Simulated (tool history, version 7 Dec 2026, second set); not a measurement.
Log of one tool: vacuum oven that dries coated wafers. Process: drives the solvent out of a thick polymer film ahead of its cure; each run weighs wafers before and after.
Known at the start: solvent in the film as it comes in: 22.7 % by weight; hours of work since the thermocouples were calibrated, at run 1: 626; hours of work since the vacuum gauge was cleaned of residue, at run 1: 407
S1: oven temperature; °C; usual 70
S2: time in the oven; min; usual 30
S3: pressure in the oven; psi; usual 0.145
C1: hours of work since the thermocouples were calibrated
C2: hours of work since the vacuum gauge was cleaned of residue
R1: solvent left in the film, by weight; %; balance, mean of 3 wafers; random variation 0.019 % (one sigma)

run,hour,S1,S2,S3,C1,C2,R1
1,0,70,30,0.145,626,407,3.59
2,29.1,70,30,0.145,641,423,3.6
3,59.9,70,30,0.145,658,439,3.55
4,89.6,70,30,0.145,674,455,3.59
5,121.9,70,30,0.145,691,473,3.58
6,145,70,30,0.145,703,485,3.56
7,173.2,70,30,0.145,719,500,3.53
8,201.6,70,30,0.145,734,516,3.55
9,230.4,59,30,0.145,749,531,7.18
10,247.1,77,30,0.145,758,540,1.88
11,272.7,77,30,0.145,772,554,1.88
12,292.5,70,30,0.145,783,564,3.54
13,328.6,70,30,0.145,802,584,3.52
14,358.5,70,32,0.145,818,600,3.17
15,374.9,77,29,0.164,827,609,2.06
16,401.6,77,29,0.164,841,623,2.08
17,419.9,77,29,0.164,851,633,2.07
18,436.8,77,29,0.164,860,642,2.01
19,469.4,84,30,0.387,878,659,1.32
20,486.6,85,37,0.145,887,669,0.5
21,504,85,37,0.145,896,678,0.5
22,538,85,37,0.145,915,696,0.51
23,571.2,85,20,0.325,932,714,2.19
24,603.1,62,20,0.203,950,731,8.84
25,621.7,62,20,0.203,960,741,8.78

5 ways to go on from here, each from the tool as it stands after run 25. What would each give?
A,649.6,58,30,0.193,975,756,?
B,649.6,62,45,0.123,975,756,?
C,649.6,67,26,0.145,975,756,?
D,649.6,69,52,0.168,975,756,?
E,649.6,83,37,0.112,975,756,?

run,R1
A,7.58
B,3.53
C,5.21
D,1.53
E,0.54
Without the tool's hidden state the same runs would have given:
run,R1
A,8.13
B,3.95
C,5.72
D,1.74
E,0.61
